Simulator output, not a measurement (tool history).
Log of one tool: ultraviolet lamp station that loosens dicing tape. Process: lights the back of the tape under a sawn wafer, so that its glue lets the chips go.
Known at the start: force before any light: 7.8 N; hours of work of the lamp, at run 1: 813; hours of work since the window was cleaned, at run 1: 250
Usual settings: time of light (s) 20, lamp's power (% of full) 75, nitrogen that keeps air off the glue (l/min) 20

run	hour	time of light (s)	lamp's power (% of full)	nitrogen that keeps air off the glue (l/min)	hours of work of the lamp	hours of work since the window was cleaned	force that peels the tape off (N)	light that reached the tape (mJ/cm2)
1	0	20	75	20	813	250	1.442	381
2	55.6	20	75	20	853	289	1.445	369
3	100.1	20	75	20	885	321	1.413	366
4	137.1	20	75	20	911	348	1.413	364
5	178.5	12	75	20	941	377	3.031	212
# hour 246.3: window cleaned of glue's vapour
6	246.3	12	75	20	989	0	2.905	220
7	290.9	12	75	20	1021	32	2.818	216
8	345.9	20	75	20	1060	71	1.517	355
9	423.3	20	75	20	1115	126	1.614	346
# hour 464.2: lamp changed
10	474.5	20	77	6	7	162	1.87	497
11	534	20	75	9	50	205	1.629	474
12	607.9	10	75	38	103	258	2.17	235
13	670.1	20	75	9	147	302	1.714	462
14	715.5	20	75	9	179	334	1.775	451
15	763.2	25	64	6	214	369	2.023	474
# hour 841.2: window cleaned of glue's vapour
16	852.8	25	64	6	277	8	1.959	499

The same runs without the tool's hidden state, with the same run-to-run variation:
The hidden state here: lamp's light, % of a new lamp's; light that the window lets through, % of a clean one's; drift of the gauge itself on peel_n, %; drift of the gauge itself on dose_mj_cm2, %.
run	force that peels the tape off (N)	light that reached the tape (mJ/cm2)
1	0.807	516
2	0.783	511
3	0.742	514
4	0.731	518
5	1.977	307
6	1.945	310
7	1.857	307
8	0.755	517
9	0.769	516
10	1.716	529
11	1.437	513
12	1.897	259
13	1.425	520
14	1.446	514
15	1.646	549
16	1.691	553
